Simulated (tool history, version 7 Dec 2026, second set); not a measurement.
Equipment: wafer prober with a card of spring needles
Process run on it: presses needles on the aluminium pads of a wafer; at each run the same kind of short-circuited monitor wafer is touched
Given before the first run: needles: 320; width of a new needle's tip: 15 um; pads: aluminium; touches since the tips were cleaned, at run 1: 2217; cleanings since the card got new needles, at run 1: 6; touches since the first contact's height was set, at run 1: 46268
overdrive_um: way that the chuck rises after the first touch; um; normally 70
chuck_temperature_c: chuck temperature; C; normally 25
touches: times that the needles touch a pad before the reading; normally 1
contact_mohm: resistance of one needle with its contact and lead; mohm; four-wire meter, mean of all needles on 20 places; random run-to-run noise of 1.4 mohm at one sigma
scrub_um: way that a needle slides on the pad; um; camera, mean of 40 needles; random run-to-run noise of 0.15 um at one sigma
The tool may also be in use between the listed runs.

run   hour  overdrive_um  chuck_temperature_c  touches  touches since the tips were cleaned  cleanings since the card got new needles  touches since the first contact's height was set  contact_mohm  scrub_um
  1      0            70                   25        1                                 2217                                         6                                             46268           190     18.06
  2    6.9            70                   25        1                                 3178                                         6                                             47229           202     18.55
  3   12.1            70                   25        1                                 3893                                         6                                             47944           207     17.97
  4   19.4            83                   25        1                                 4898                                         6                                             48949           187     21.55
  5   23.4            83                   25        1                                 5450                                         6                                             49501           192     21.47
  6   30.5            83                   25        1                                 6432                                         6                                             50483           190     21.44
      31.1  -- tips cleaned on abrasive film
  7   38.8            83                   25        1                                 1066                                         7                                             51618           158     21.45
  8   47.5            83                   25        1                                 2270                                         7                                             52822           173     21.21
  9   53.1            83                   25        1                                 3051                                         7                                             53603           178     21.46
 10   61.1            84                   25        1                                 4162                                         7                                             54714           183     21.43
 11   65.8            84                   25        1                                 4803                                         7                                             55355           190     21.55
 12   73.4            84                   25        1                                 5864                                         7                                             56416           191     21.69
      78.6  -- tips cleaned on abrasive film
 13   82.4            84                   25        1                                  515                                         8                                             57640           147     21.65
 14     89            84                   25        1                                 1429                                         8                                             58554           168     21.75
 15   97.5            84                   25        1                                 2608                                         8                                             59733           181     21.52
 16  105.7            84                   25        1                                 3750                                         8                                             60875           184     21.65
 17  114.6            84                   25        1                                 4982                                         8                                             62107           190     22.02
 18  119.1            84                   25        1                                 5594                                         8                                             62719           189     21.64
 19  125.1            70                   25        2                                 6432                                         8                                             63557           182     17.69
     125.9  -- tips cleaned on abrasive film
 20  134.1            67                   25        2                                 1138                                         9                                             64793           157     17.29
 21    140            67                   25        2                                 1951                                         9                                             65606           165     17.26
 22  147.4            67                   25        2                                 2970                                         9                                             66625           174     17.06
 23  156.1            70                   75        2                                 4176                                         9                                             67831           181     18.04
 24  164.7            74                   30        3                                 5362                                         9                                             69017           153     18.97
 25  169.4            64                   58        2                                 6023                                         9                                             69678           189     16.46
     173.4  -- tips cleaned on abrasive film
 26  178.8            76                   44        1                                  755                                        10                                             70962           157     19.64
 27  186.9            76                   39        2                                 1874                                        10                                             72081           156     19.52
 28  190.8            66                   63        2                                 2407                                        10                                             72614           177      16.7
 29  195.7            58                   55        2                                 3095                                        10                                             73302           190     14.78
 30  203.5            69                   25        1                                 4167                                        10                                             74374           210     17.96
 31  207.4            85                   69        3                                 4704                                        10                                             74911           150     21.77
 32  212.3            84                   33        2                                 5384                                        10                                             75591           165     21.39
 33  219.4            84                   33        2                                 6373                                        10                                             76580           165     21.57
     220.5  -- tips cleaned on abrasive film
 34  223.5            84                   33        2                                  420                                        11                                             77133           137     21.54
 35  231.1            58                   32        2                                 1473                                        11                                             78186           174     14.78
 36  236.9            58                   32        2                                 2276                                        11                                             78989           186     14.88

Forecast each of these 3 alternatives for the next run:
  A  244.8            63                   25        1                                 3366                                        11                                             80079             ?         ?
  B  244.8            72                   25        1                                 3366                                        11                                             80079             ?         ?
  C  244.8            70                   35        1                                 3366                                        11                                             80079             ?         ?

run  contact_mohm  scrub_um
  A           223     16.42
  B           204     18.15
  C           210     17.67
Without the tool's unlogged condition, the same runs would have read:
run  contact_mohm  scrub_um
  A           126     16.74
  B           127     18.47
  C           129     17.99
